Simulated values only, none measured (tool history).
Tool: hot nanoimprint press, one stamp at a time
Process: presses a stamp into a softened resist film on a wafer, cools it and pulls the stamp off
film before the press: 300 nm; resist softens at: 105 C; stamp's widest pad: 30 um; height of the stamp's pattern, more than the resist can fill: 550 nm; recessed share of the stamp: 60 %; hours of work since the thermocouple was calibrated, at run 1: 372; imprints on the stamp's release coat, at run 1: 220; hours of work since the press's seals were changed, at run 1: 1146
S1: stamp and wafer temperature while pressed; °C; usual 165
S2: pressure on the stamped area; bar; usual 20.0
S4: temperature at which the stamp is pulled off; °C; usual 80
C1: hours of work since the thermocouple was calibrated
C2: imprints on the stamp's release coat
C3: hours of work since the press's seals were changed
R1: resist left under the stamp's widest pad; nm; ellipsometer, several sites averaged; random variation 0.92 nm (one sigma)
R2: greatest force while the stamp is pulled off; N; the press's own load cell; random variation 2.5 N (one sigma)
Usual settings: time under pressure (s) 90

{"run": 1, "hour": 0.0, "S1": 165, "S2": 20.0, "time under pressure (s)": 90, "S4": 80, "C1": 372, "C2": 220, "C3": 1146, "R1": 128.1, "R2": 115}
{"run": 2, "hour": 50.0, "S1": 165, "S2": 20.0, "time under pressure (s)": 90, "S4": 80, "C1": 411, "C2": 436, "C3": 1185, "R1": 128.6, "R2": 120}
{"hour": 80.9, "done": "press's hydraulic seals changed and the load cell set to zero"}
{"run": 3, "hour": 80.9, "S1": 165, "S2": 20.0, "time under pressure (s)": 69, "S4": 80, "C1": 429, "C2": 535, "C3": 0, "R1": 132.9, "R2": 124}
{"run": 4, "hour": 111.8, "S1": 165, "S2": 20.0, "time under pressure (s)": 69, "S4": 78, "C1": 453, "C2": 669, "C3": 24, "R1": 131.3, "R2": 124}
{"hour": 153.1, "done": "plate thermocouple calibrated"}
{"run": 5, "hour": 166.0, "S1": 165, "S2": 20.0, "time under pressure (s)": 108, "S4": 80, "C1": 10, "C2": 890, "C3": 65, "R1": 109.9, "R2": 122}
{"run": 6, "hour": 195.8, "S1": 165, "S2": 20.0, "time under pressure (s)": 108, "S4": 80, "C1": 34, "C2": 1019, "C3": 88, "R1": 111.1, "R2": 126}
{"run": 7, "hour": 237.3, "S1": 165, "S2": 20.0, "time under pressure (s)": 108, "S4": 80, "C1": 66, "C2": 1199, "C3": 121, "R1": 109.4, "R2": 126}
{"run": 8, "hour": 260.0, "S1": 165, "S2": 20.0, "time under pressure (s)": 90, "S4": 81, "C1": 84, "C2": 1297, "C3": 139, "R1": 117.6, "R2": 130}
{"run": 9, "hour": 291.3, "S1": 165, "S2": 20.0, "time under pressure (s)": 90, "S4": 81, "C1": 109, "C2": 1432, "C3": 164, "R1": 116.8, "R2": 129}
{"hour": 298.4, "done": "plate thermocouple calibrated, once more"}
{"run": 10, "hour": 345.3, "S1": 165, "S2": 20.0, "time under pressure (s)": 90, "S4": 81, "C1": 37, "C2": 1653, "C3": 204, "R1": 131.1, "R2": 135}
{"hour": 354.9, "done": "stamp cleaned and given a new release coat"}
{"run": 11, "hour": 373.6, "S1": 164, "S2": 31.2, "time under pressure (s)": 176, "S4": 80, "C1": 55, "C2": 81, "C3": 221, "R1": 85.1, "R2": 113}
{"run": 12, "hour": 399.0, "S1": 164, "S2": 31.2, "time under pressure (s)": 70, "S4": 80, "C1": 75, "C2": 191, "C3": 241, "R1": 116.6, "R2": 121}
{"run": 13, "hour": 430.5, "S1": 164, "S2": 31.2, "time under pressure (s)": 70, "S4": 80, "C1": 99, "C2": 327, "C3": 266, "R1": 116.5, "R2": 114}
{"run": 14, "hour": 453.3, "S1": 163, "S2": 20.0, "time under pressure (s)": 80, "S4": 80, "C1": 117, "C2": 426, "C3": 284, "R1": 147.9, "R2": 120}
{"run": 15, "hour": 480.5, "S1": 172, "S2": 19.0, "time under pressure (s)": 71, "S4": 69, "C1": 139, "C2": 543, "C3": 306, "R1": 101.3, "R2": 152}
{"run": 16, "hour": 524.6, "S1": 172, "S2": 19.0, "time under pressure (s)": 71, "S4": 69, "C1": 174, "C2": 734, "C3": 340, "R1": 99.2, "R2": 152}
{"run": 17, "hour": 548.2, "S1": 165, "S2": 20.0, "time under pressure (s)": 108, "S4": 80, "C1": 192, "C2": 836, "C3": 359, "R1": 120.3, "R2": 128}
{"run": 18, "hour": 576.2, "S1": 169, "S2": 19.2, "time under pressure (s)": 51, "S4": 80, "C1": 214, "C2": 957, "C3": 381, "R1": 129.8, "R2": 124}
{"run": 19, "hour": 606.1, "S1": 163, "S2": 23.6, "time under pressure (s)": 177, "S4": 87, "C1": 238, "C2": 1087, "C3": 405, "R1": 102.5, "R2": 110}
{"run": 20, "hour": 637.5, "S1": 153, "S2": 23.6, "time under pressure (s)": 56, "S4": 88, "C1": 263, "C2": 1223, "C3": 429, "R1": 232.1, "R2": 110}

3 ways to go on from here, each from the tool as it stands after run 20. What would each give?
{"run": "A", "hour": 667.4, "S1": 168, "S2": 23.6, "time under pressure (s)": 56, "S4": 84, "C1": 286, "C2": 1352, "C3": 453, "R1": "?", "R2": "?"}
{"run": "B", "hour": 667.4, "S1": 165, "S2": 30.8, "time under pressure (s)": 56, "S4": 71, "C1": 286, "C2": 1352, "C3": 453, "R1": "?", "R2": "?"}
{"run": "C", "hour": 667.4, "S1": 154, "S2": 30.2, "time under pressure (s)": 90, "S4": 84, "C1": 286, "C2": 1352, "C3": 453, "R1": "?", "R2": "?"}

run=A R1=117.3 R2=124
run=B R1=117.8 R2=158
run=C R1=185.2 R2=120
Without the tool's hidden state the same runs would have given:
run=A R1=119.3 R2=108
run=B R1=119.1 R2=136
run=C R1=188.3 R2=104

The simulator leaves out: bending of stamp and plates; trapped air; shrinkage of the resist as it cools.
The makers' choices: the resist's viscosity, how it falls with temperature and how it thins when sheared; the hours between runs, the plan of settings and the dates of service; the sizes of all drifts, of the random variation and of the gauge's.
